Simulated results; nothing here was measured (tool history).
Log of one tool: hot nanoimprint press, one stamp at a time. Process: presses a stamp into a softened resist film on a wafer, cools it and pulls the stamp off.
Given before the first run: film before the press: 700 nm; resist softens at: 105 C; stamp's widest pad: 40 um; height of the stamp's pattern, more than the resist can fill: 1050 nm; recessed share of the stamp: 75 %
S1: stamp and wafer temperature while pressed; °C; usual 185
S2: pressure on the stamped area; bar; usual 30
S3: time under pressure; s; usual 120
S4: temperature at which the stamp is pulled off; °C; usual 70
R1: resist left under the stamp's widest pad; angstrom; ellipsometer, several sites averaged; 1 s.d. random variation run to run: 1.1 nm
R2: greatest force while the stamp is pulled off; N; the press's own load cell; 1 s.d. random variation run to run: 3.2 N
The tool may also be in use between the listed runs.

run	hour	S1	S2	S3	S4	R1	R2
1	0	185	30	120	70	3731	230
2	16.2	185	30	120	70	3774	241
3	34.1	185	30	120	70	3757	244
# hour 51.4: stamp cleaned and given a new release coat
4	58.4	185	30	120	70	3783	148
5	79.5	185	30	120	70	3755	153
6	112.8	185	30	120	70	3781	162
7	143.7	185	30	120	70	3794	168
8	163.2	185	30	120	70	3782	169
9	178.8	185	30	120	70	3776	174
10	193.7	185	30	120	70	3802	166
11	223.6	185	30	120	70	3787	177
12	239.3	185	30	120	70	3804	173
13	268	185	30	150	70	3535	176
14	288.4	193	47.6	178	60	2057	205
15	310.4	193	47.6	178	60	2046	208
16	326	190	30	76	70	3859	192
17	358.9	188	25.5	120	59	3745	221
18	377.3	185	30	108	70	3971	193
19	402.9	190	37.3	201	56	2455	243
20	420.1	190	22	124	73	3715	201
21	442.2	175	47.9	97	59	4657	237
22	461.3	185	35.4	71	59	4254	242
23	491.8	185	41	120	64	3401	234
24	515.2	185	32.7	120	70	3713	231
25	529.6	185	20.8	134	70	4288	225
26	559.4	186	30	158	70	3412	235

Alternative continuations, all from the tool just after run 26; predict every row:
# hour 564.6: plate thermocouple calibrated
A	591.9	190	23.5	60	70	?	?
# hour 564.6: plate thermocouple calibrated
B	591.9	176	30	164	67	?	?
# hour 564.6: plate thermocouple calibrated
C	591.9	185	30	192	64	?	?
# hour 564.6: plate thermocouple calibrated
D	591.9	187	18.1	120	62	?	?
# hour 564.6: plate thermocouple calibrated
E	591.9	186	18.6	86	70	?	?

run	R1	R2
A	4509	237
B	4484	242
C	3216	250
D	4319	261
E	4787	235
Without the tool's unlogged condition, the same runs would have read:
run	R1	R2
A	4435	156
B	4392	159
C	3134	165
D	4254	171
E	4725	155
